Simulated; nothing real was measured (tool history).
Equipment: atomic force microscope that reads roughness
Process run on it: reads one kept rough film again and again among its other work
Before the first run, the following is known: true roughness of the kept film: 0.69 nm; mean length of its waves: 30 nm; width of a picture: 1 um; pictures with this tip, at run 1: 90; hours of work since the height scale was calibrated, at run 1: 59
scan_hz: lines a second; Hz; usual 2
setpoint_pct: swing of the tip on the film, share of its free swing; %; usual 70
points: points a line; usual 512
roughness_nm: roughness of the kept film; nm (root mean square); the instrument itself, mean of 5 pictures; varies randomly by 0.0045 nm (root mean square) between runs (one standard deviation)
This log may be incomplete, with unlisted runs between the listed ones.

run,hour,scan_hz,setpoint_pct,points,pictures with this tip,hours of work since the height scale was calibrated,roughness_nm
1,0,2,70,512,90,59,0.613
# hour 7.6: new tip fitted
2,11.8,2,79,512,10,67,0.607
3,30.5,2,79,512,54,79,0.61
4,40.3,2,79,512,78,86,0.593
5,49.7,2,65,512,100,92,0.619
# hour 53.5: new tip fitted
6,64.3,2,70,512,26,102,0.629
7,76,2,70,512,54,110,0.624
8,84.4,1.64,88,553,74,116,0.587
# hour 98.9: new tip fitted
9,102.6,2,77,512,9,128,0.609
10,116.9,0.98,83,856,43,137,0.624

For run 11, what comes out?
11,132,1.94,64,748,79,148,?

For run 11 the tool returned roughness_nm 0.63 nm (root mean square).
If the tool had no hidden condition, the same run with the same run-to-run variation would have returned roughness_nm 0.652 nm (root mean square).

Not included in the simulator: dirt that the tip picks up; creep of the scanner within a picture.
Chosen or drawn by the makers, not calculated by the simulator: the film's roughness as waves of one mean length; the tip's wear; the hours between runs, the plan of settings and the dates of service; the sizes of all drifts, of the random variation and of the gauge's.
